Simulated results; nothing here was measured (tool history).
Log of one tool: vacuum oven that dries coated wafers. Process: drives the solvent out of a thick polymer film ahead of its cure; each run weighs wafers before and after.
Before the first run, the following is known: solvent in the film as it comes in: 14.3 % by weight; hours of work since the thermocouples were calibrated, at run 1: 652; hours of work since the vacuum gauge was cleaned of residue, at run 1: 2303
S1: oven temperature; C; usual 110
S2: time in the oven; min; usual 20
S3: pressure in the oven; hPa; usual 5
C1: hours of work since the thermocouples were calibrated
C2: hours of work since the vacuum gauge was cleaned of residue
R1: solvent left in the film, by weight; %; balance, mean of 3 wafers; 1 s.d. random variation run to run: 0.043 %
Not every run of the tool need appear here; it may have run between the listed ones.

run    hour   S1  S2     S3    C1    C2    R1
  1       0  110  20      5   652  2303   1.5
  2    62.1  110  20      5   698  2348  1.55
  3   107.6  110  20      5   731  2381  1.57
  4   198.5  110  20    4.2   797  2447  1.53
  5     293  110  20    4.2   866  2516  1.47
  6   345.6  110  20    4.2   904  2554  1.54
  7   417.3  110  20    4.2   956  2607  1.54
  8   497.7  112  20    4.2  1015  2665  1.23
      519.8  -- vacuum gauge cleaned of residue and calibrated
  9   573.3  112  20    4.2  1069    39  1.28
 10   624.7  112  20    4.2  1106    76  1.37
 11   671.3  110  20      5  1140   110  1.71
 12   751.6  110  20      5  1198   169  1.72
 13   842.4  110  20      5  1265   235  1.65
 14   892.1  110  20      5  1301   271   1.7
 15   936.5  110  20      5  1333   303  1.75
       1021  -- oven's thermocouples calibrated
 16    1021  110  20   8.83     0   363  1.64
     1070.4  -- vacuum gauge cleaned of residue and calibrated, once more
 17  1079.7  110  20   8.83    42     7  1.47
 18  1151.3  104  20    8.3    94    59   2.6
 19  1232.6  104  20    8.3   153   118   2.6
 20  1317.8  104  20    8.3   215   180  2.52
 21  1417.5  109  32  15.93   288   253  0.81
 22  1462.2  102  12  16.75   320   285   5.4
 23  1540.1  110  11  19.17   377   342  3.88
 24  1591.2   99  24   6.59   414   379  3.03
 25  1679.1   99  24   6.59   478   443  3.07
 26  1777.4  105  10   4.89   550   515  5.22
 27  1869.8  101  30      6   617   582   1.8
 28  1959.2  101  30      6   682   647   1.9
 29    2007  101  35   3.04   717   682  1.34

The next listed run, before its measurement:
 30  2074.5  101  35  3.04  766  731   ?

R1: 1.32 %
Take away the tool's hidden state, keep the run-to-run variation as it was, and the same run would have given R1 1.2 %.
